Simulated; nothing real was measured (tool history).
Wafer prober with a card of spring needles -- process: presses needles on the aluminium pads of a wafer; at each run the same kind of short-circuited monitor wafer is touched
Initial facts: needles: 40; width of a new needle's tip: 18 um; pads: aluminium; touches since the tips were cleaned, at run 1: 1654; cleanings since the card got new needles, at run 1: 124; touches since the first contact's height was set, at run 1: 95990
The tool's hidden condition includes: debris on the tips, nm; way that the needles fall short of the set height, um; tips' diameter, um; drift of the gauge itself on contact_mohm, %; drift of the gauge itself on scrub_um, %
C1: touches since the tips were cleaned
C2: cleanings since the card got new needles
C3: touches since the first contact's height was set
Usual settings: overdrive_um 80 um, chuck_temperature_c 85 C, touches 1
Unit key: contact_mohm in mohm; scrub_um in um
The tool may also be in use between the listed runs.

{"run": 1, "hour": 0.0, "overdrive_um": 80, "chuck_temperature_c": 85, "touches": 1, "C1": 1654, "C2": 124, "C3": 95990, "contact_mohm": 160, "scrub_um": 16.13}
{"hour": 1.2, "done": "tips cleaned on abrasive film"}
{"hour": 6.6, "done": "tips cleaned on abrasive film"}
{"hour": 11.0, "done": "tips cleaned on abrasive film"}
{"hour": 16.3, "done": "tips cleaned on abrasive film"}
{"run": 2, "hour": 16.3, "overdrive_um": 80, "chuck_temperature_c": 85, "touches": 2, "C1": 0, "C2": 128, "C3": 102738, "contact_mohm": 126, "scrub_um": 16.14}
{"hour": 20.8, "done": "tips cleaned on abrasive film"}
{"hour": 26.1, "done": "tips cleaned on abrasive film"}
{"run": 3, "hour": 27.8, "overdrive_um": 80, "chuck_temperature_c": 85, "touches": 2, "C1": 716, "C2": 130, "C3": 107516, "contact_mohm": 138, "scrub_um": 16.07}
{"hour": 31.2, "done": "tips cleaned on abrasive film"}
{"hour": 36.6, "done": "tips cleaned on abrasive film"}
{"run": 4, "hour": 37.2, "overdrive_um": 80, "chuck_temperature_c": 33, "touches": 1, "C1": 260, "C2": 132, "C3": 111422, "contact_mohm": 128, "scrub_um": 16.08}
{"hour": 41.6, "done": "tips cleaned on abrasive film"}
{"hour": 46.0, "done": "tips cleaned on abrasive film"}
{"hour": 50.5, "done": "tips cleaned on abrasive film"}
{"hour": 56.0, "done": "tips cleaned on abrasive film"}
{"run": 5, "hour": 57.0, "overdrive_um": 80, "chuck_temperature_c": 41, "touches": 1, "C1": 446, "C2": 136, "C3": 119652, "contact_mohm": 130, "scrub_um": 16}
{"hour": 61.5, "done": "tips cleaned on abrasive film"}
{"hour": 66.8, "done": "tips cleaned on abrasive film"}
{"hour": 72.4, "done": "tips cleaned on abrasive film"}
{"run": 6, "hour": 74.1, "overdrive_um": 80, "chuck_temperature_c": 46, "touches": 1, "C1": 725, "C2": 139, "C3": 126753, "contact_mohm": 142, "scrub_um": 16.03}
{"hour": 77.4, "done": "tips cleaned on abrasive film"}
{"hour": 81.9, "done": "tips cleaned on abrasive film"}
{"hour": 87.2, "done": "tips cleaned on abrasive film"}
{"run": 7, "hour": 88.0, "overdrive_um": 80, "chuck_temperature_c": 46, "touches": 1, "C1": 332, "C2": 142, "C3": 132523, "contact_mohm": 132, "scrub_um": 16.01}
{"hour": 92.3, "done": "tips cleaned on abrasive film"}
{"hour": 97.6, "done": "tips cleaned on abrasive film"}
{"hour": 102.1, "done": "tips cleaned on abrasive film"}
{"hour": 106.6, "done": "tips cleaned on abrasive film"}
{"run": 8, "hour": 106.6, "overdrive_um": 80, "chuck_temperature_c": 46, "touches": 1, "C1": 0, "C2": 146, "C3": 140219, "contact_mohm": 121, "scrub_um": 15.95}
{"hour": 112.0, "done": "tips cleaned on abrasive film"}
{"hour": 117.3, "done": "tips cleaned on abrasive film"}
{"hour": 121.7, "done": "tips cleaned on abrasive film"}
{"hour": 127.1, "done": "tips cleaned on abrasive film"}
{"run": 9, "hour": 127.1, "overdrive_um": 80, "chuck_temperature_c": 85, "touches": 1, "C1": 0, "C2": 150, "C3": 148770, "contact_mohm": 132, "scrub_um": 15.91}
{"hour": 132.7, "done": "tips cleaned on abrasive film"}
{"hour": 137.1, "done": "tips cleaned on abrasive film"}
{"run": 10, "hour": 138.4, "overdrive_um": 80, "chuck_temperature_c": 85, "touches": 1, "C1": 549, "C2": 152, "C3": 153461, "contact_mohm": 141, "scrub_um": 15.93}
{"hour": 141.8, "done": "tips cleaned on abrasive film"}
{"hour": 146.2, "done": "tips cleaned on abrasive film"}
{"hour": 150.6, "done": "tips cleaned on abrasive film"}
{"run": 11, "hour": 150.8, "overdrive_um": 80, "chuck_temperature_c": 85, "touches": 1, "C1": 55, "C2": 155, "C3": 158576, "contact_mohm": 132, "scrub_um": 15.88}
{"hour": 155.2, "done": "tips cleaned on abrasive film"}
{"hour": 160.6, "done": "tips cleaned on abrasive film"}
{"hour": 163.1, "done": "height of the first contact set anew"}
{"hour": 166.3, "done": "tips cleaned on abrasive film"}
{"run": 12, "hour": 168.7, "overdrive_um": 80, "chuck_temperature_c": 85, "touches": 1, "C1": 1029, "C2": 158, "C3": 2342, "contact_mohm": 147, "scrub_um": 16.53}
{"hour": 170.9, "done": "tips cleaned on abrasive film"}
{"hour": 176.3, "done": "tips cleaned on abrasive film"}
{"hour": 181.6, "done": "tips cleaned on abrasive film"}
{"run": 13, "hour": 183.9, "overdrive_um": 80, "chuck_temperature_c": 85, "touches": 1, "C1": 969, "C2": 161, "C3": 8655, "contact_mohm": 153, "scrub_um": 16.52}
{"hour": 186.2, "done": "tips cleaned on abrasive film"}
{"hour": 191.5, "done": "tips cleaned on abrasive film"}
{"hour": 197.1, "done": "tips cleaned on abrasive film"}
{"hour": 202.4, "done": "tips cleaned on abrasive film"}
{"run": 14, "hour": 206.1, "overdrive_um": 80, "chuck_temperature_c": 110, "touches": 1, "C1": 1556, "C2": 165, "C3": 17882, "contact_mohm": 158, "scrub_um": 16.49}
{"hour": 207.3, "done": "tips cleaned on abrasive film"}
{"hour": 212.8, "done": "tips cleaned on abrasive film"}
{"hour": 218.3, "done": "tips cleaned on abrasive film"}
{"hour": 223.8, "done": "tips cleaned on abrasive film"}
{"run": 15, "hour": 224.8, "overdrive_um": 64, "chuck_temperature_c": 85, "touches": 2, "C1": 397, "C2": 169, "C3": 25634, "contact_mohm": 144, "scrub_um": 13.09}
{"hour": 229.1, "done": "tips cleaned on abrasive film"}
{"hour": 233.6, "done": "tips cleaned on abrasive film"}
{"run": 16, "hour": 236.4, "overdrive_um": 64, "chuck_temperature_c": 85, "touches": 2, "C1": 1200, "C2": 171, "C3": 30474, "contact_mohm": 151, "scrub_um": 13.13}
{"hour": 238.7, "done": "tips cleaned on abrasive film"}
{"hour": 244.0, "done": "tips cleaned on abrasive film"}
{"run": 17, "hour": 246.7, "overdrive_um": 62, "chuck_temperature_c": 85, "touches": 2, "C1": 1137, "C2": 173, "C3": 34739, "contact_mohm": 159, "scrub_um": 12.69}
{"hour": 248.9, "done": "tips cleaned on abrasive film"}
{"hour": 253.4, "done": "tips cleaned on abrasive film"}
{"run": 18, "hour": 256.1, "overdrive_um": 80, "chuck_temperature_c": 123, "touches": 1, "C1": 1157, "C2": 175, "C3": 38656, "contact_mohm": 153, "scrub_um": 16.4}
{"hour": 258.2, "done": "tips cleaned on abrasive film"}
{"hour": 263.5, "done": "tips cleaned on abrasive film"}
{"hour": 269.1, "done": "tips cleaned on abrasive film"}
{"run": 19, "hour": 271.4, "overdrive_um": 100, "chuck_temperature_c": 123, "touches": 1, "C1": 1001, "C2": 178, "C3": 45028, "contact_mohm": 143, "scrub_um": 20.55}
{"hour": 273.7, "done": "tips cleaned on abrasive film"}
{"hour": 278.2, "done": "tips cleaned on abrasive film"}
{"hour": 282.6, "done": "tips cleaned on abrasive film"}
{"hour": 288.1, "done": "tips cleaned on abrasive film"}
{"hour": 292.6, "done": "tips cleaned on abrasive film"}
{"run": 20, "hour": 293.6, "overdrive_um": 89, "chuck_temperature_c": 123, "touches": 3, "C1": 422, "C2": 183, "C3": 54194, "contact_mohm": 131, "scrub_um": 18.18}
{"hour": 297.7, "done": "tips cleaned on abrasive film"}
{"hour": 302.2, "done": "tips cleaned on abrasive film"}
{"hour": 306.8, "done": "tips cleaned on abrasive film"}
{"run": 21, "hour": 306.8, "overdrive_um": 89, "chuck_temperature_c": 123, "touches": 3, "C1": 0, "C2": 186, "C3": 59665, "contact_mohm": 129, "scrub_um": 18.2}
{"hour": 312.2, "done": "tips cleaned on abrasive film"}
{"hour": 317.0, "done": "tips cleaned on abrasive film"}
{"run": 22, "hour": 317.0, "overdrive_um": 89, "chuck_temperature_c": 123, "touches": 3, "C1": 0, "C2": 188, "C3": 63914, "contact_mohm": 131, "scrub_um": 18.16}
{"hour": 322.5, "done": "tips cleaned on abrasive film"}
{"hour": 327.0, "done": "tips cleaned on abrasive film"}
{"run": 23, "hour": 328.2, "overdrive_um": 82, "chuck_temperature_c": 82, "touches": 1, "C1": 525, "C2": 190, "C3": 68579, "contact_mohm": 142, "scrub_um": 16.67}
{"hour": 332.5, "done": "tips cleaned on abrasive film"}
{"hour": 336.9, "done": "tips cleaned on abrasive film"}
{"run": 24, "hour": 339.1, "overdrive_um": 85, "chuck_temperature_c": 55, "touches": 2, "C1": 907, "C2": 192, "C3": 73098, "contact_mohm": 136, "scrub_um": 17.28}
{"hour": 342.3, "done": "tips cleaned on abrasive film"}
{"hour": 347.7, "done": "tips cleaned on abrasive film"}
{"run": 25, "hour": 348.9, "overdrive_um": 72, "chuck_temperature_c": 55, "touches": 3, "C1": 506, "C2": 194, "C3": 77160, "contact_mohm": 130, "scrub_um": 14.59}
{"hour": 352.2, "done": "tips cleaned on abrasive film"}
{"hour": 356.7, "done": "tips cleaned on abrasive film"}
{"hour": 362.1, "done": "tips cleaned on abrasive film"}
{"hour": 367.1, "done": "tips cleaned on abrasive film"}
{"run": 26, "hour": 367.1, "overdrive_um": 72, "chuck_temperature_c": 55, "touches": 3, "C1": 0, "C2": 198, "C3": 84714, "contact_mohm": 126, "scrub_um": 14.55}

Below are 3 alternative next runs, each starting from the tool's condition after run 26. Predict each:
{"hour": 371.5, "done": "tips cleaned on abrasive film"}
{"hour": 376.0, "done": "tips cleaned on abrasive film"}
{"hour": 381.4, "done": "tips cleaned on abrasive film"}
{"run": "A", "hour": 384.8, "overdrive_um": 67, "chuck_temperature_c": 28, "touches": 3, "C1": 1480, "C2": 201, "C3": 92116, "contact_mohm": "?", "scrub_um": "?"}
{"hour": 371.5, "done": "tips cleaned on abrasive film"}
{"hour": 376.0, "done": "tips cleaned on abrasive film"}
{"hour": 381.4, "done": "tips cleaned on abrasive film"}
{"run": "B", "hour": 384.8, "overdrive_um": 69, "chuck_temperature_c": 37, "touches": 1, "C1": 1480, "C2": 201, "C3": 92116, "contact_mohm": "?", "scrub_um": "?"}
{"hour": 371.5, "done": "tips cleaned on abrasive film"}
{"hour": 376.0, "done": "tips cleaned on abrasive film"}
{"hour": 381.4, "done": "tips cleaned on abrasive film"}
{"run": "C", "hour": 384.8, "overdrive_um": 84, "chuck_temperature_c": 90, "touches": 3, "C1": 1480, "C2": 201, "C3": 92116, "contact_mohm": "?", "scrub_um": "?"}

run=A contact_mohm=140 scrub_um=13.48
run=B contact_mohm=170 scrub_um=13.94
run=C contact_mohm=137 scrub_um=16.98
With the hidden condition removed and each run's random variation left untouched, the same runs would have given:
run=A contact_mohm=119 scrub_um=13.86
run=B contact_mohm=119 scrub_um=14.32
run=C contact_mohm=124 scrub_um=17.36
